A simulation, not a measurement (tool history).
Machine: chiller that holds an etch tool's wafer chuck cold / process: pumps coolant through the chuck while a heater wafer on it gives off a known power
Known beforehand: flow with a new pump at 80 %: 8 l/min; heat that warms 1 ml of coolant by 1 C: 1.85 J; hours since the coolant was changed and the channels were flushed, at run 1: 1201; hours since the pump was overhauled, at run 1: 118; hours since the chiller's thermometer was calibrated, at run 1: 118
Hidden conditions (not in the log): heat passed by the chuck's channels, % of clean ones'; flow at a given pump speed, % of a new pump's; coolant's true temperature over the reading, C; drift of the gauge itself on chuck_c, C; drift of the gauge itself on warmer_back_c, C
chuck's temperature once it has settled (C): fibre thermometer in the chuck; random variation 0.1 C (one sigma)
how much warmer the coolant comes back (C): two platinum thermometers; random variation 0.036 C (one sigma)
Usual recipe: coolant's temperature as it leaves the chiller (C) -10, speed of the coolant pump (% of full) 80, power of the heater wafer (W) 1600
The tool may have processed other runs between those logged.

| run | hour | coolant's temperature as it leaves the chiller (C) | speed of the coolant pump (% of full) | power of the heater wafer (W) | hours since the coolant was changed and the channels were flushed | hours since the pump was overhauled | hours since the chiller's thermometer was calibrated | chuck's temperature once it has settled (C) | how much warmer the coolant comes back (C) |
|---|---|---|---|---|---|---|---|---|---|
| 1 | 0 | -10 | 80 | 1600 | 1201 | 118 | 118 | 4.3 | 6.4 |
| 2 | 31.5 | -10 | 80 | 1600 | 1232 | 150 | 150 | 4.4 | 6.45 |
| 3 | 70.6 | -10 | 80 | 1600 | 1272 | 189 | 189 | 4.3 | 6.53 |
| 4 | 93.4 | -10 | 80 | 1433 | 1294 | 212 | 212 | 2.8 | 5.82 |
| 5 | 115.5 | -10 | 80 | 1433 | 1317 | 234 | 234 | 2.8 | 5.85 |
| 6 | 140.6 | -10 | 80 | 1433 | 1342 | 259 | 259 | 2.7 | 5.9 |
| 7 | 184.3 | -10 | 80 | 1433 | 1385 | 303 | 303 | 2.6 | 5.91 |
| 8 | 235.3 | -10 | 80 | 1433 | 1436 | 354 | 354 | 2.8 | 6.01 |
| 9 | 262.6 | -10 | 80 | 1433 | 1464 | 381 | 381 | 2.8 | 5.96 |
| 10 | 293.9 | -10 | 80 | 1377 | 1495 | 412 | 412 | 2.2 | 5.72 |
| 11 | 320.2 | -10 | 80 | 1377 | 1521 | 439 | 439 | 2.1 | 5.71 |
| 12 | 346.7 | -10 | 80 | 1377 | 1548 | 465 | 465 | 2.3 | 5.74 |
| 13 | 373.9 | -10 | 80 | 2349 | 1575 | 492 | 492 | 10.7 | 9.72 |
| 14 | 416.2 | -10 | 80 | 2349 | 1617 | 535 | 535 | 11.2 | 9.82 |
| 15 | 456.7 | -10 | 67 | 1600 | 1658 | 575 | 575 | 6.7 | 8.1 |
| 16 | 482 | -10 | 80 | 870 | 1683 | 601 | 601 | -2.2 | 3.83 |
| 17 | 507.8 | -12 | 99 | 1411 | 1709 | 626 | 626 | -1.3 | 4.86 |
| 18 | 553.7 | -15 | 99 | 1600 | 1755 | 672 | 672 | -3 | 5.52 |
| 19 | 583.9 | -3 | 99 | 1814 | 1785 | 702 | 702 | 10.5 | 6.22 |
| 20 | 625.4 | -19 | 99 | 1814 | 1826 | 744 | 744 | -5.5 | 6.25 |
| 21 | 652 | -18 | 99 | 1796 | 1853 | 771 | 771 | -4.5 | 6.2 |
| 22 | 683.1 | -18 | 99 | 1796 | 1884 | 802 | 802 | -4.7 | 6.19 |
| 23 | 723.4 | -18 | 99 | 1796 | 1924 | 842 | 842 | -4.7 | 6.27 |
|  | 728.3 | gauge calibrated |
| 24 | 755.9 | -14 | 77 | 1593 | 1957 | 874 | 874 | 0.9 | 6.81 |
| 25 | 783.7 | -10 | 64 | 1450 | 1985 | 902 | 902 | 5.7 | 7.54 |
| 26 | 808 | -3 | 80 | 1631 | 2009 | 927 | 927 | 11.6 | 6.69 |
| 27 | 839.6 | -3 | 67 | 1631 | 2041 | 958 | 958 | 13.9 | 8.06 |
| 28 | 866.5 | -3 | 67 | 1631 | 2067 | 985 | 985 | 13.9 | 8.17 |

Run 29 has not been measured yet. What should we expect?
| 29 | 916.6 | -3 | 61 | 1631 | 2118 | 1035 | 1035 | ? | ? |

Logged for run 29: chuck's temperature once it has settled (C) 15.4, how much warmer the coolant comes back (C) 8.94.
With the hidden condition absent and the run-to-run variation left alone, this run would have shown chuck's temperature once it has settled (C) 15.4, how much warmer the coolant comes back (C) 8.82.
